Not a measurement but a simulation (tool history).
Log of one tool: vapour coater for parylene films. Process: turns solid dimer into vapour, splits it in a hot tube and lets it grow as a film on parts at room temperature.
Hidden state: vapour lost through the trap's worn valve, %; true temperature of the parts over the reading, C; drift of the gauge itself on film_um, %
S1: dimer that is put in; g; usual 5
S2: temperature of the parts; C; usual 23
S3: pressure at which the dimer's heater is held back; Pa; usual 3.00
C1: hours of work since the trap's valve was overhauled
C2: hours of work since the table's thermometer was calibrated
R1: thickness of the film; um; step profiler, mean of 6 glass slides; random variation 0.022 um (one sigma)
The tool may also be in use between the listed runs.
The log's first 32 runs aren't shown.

run   hour  S1  S2    S3   C1   C2    R1
 33  444.3   5  29  2.69  527  435  2.27
 34  457.8   2  23  2.84  537  444  1.05
 35  471.6   6  20  2.84  547  454  3.39
 36  481.4   6  20  2.84  554  461  3.34
 37  496.4   6  20  2.84  564  471  3.37
 38  505.4   6  27  4.77  570  478  2.56
 39  519.3   6  27  4.77  580  488  2.55
 40  528.3   3  23  8.11  587  494  1.30
 41  545.4   3  23  9.69  599  506  1.23
 42  559.0   4  21  2.15  609  516  2.25
 43  573.9   4  21  2.15  619  526  2.32
 44  583.5   4  21  2.15  626  533  2.29
 45  596.2   5  22  3.00  635  542  2.66
 46  613.9   4  27  2.53  647  555  1.90
 47  622.1   8  25  3.00  653  561  3.94
     627.4  -- trap's valve overhauled
 48  635.0   7  20  5.21    5  567  3.50

3 ways to go on from here, each from the tool as it stands after run 48. What would each give?
  A  650.6   2  32  5.21  16  578   ?
  B  650.6   8  20  2.57  16  578   ?
  C  650.6   6  18  9.68  16  578   ?

run    R1
  A  0.73
  B  4.63
  C  2.84
Without the tool's hidden state the same runs would have given:
run    R1
  A  0.73
  B  4.63
  C  2.84
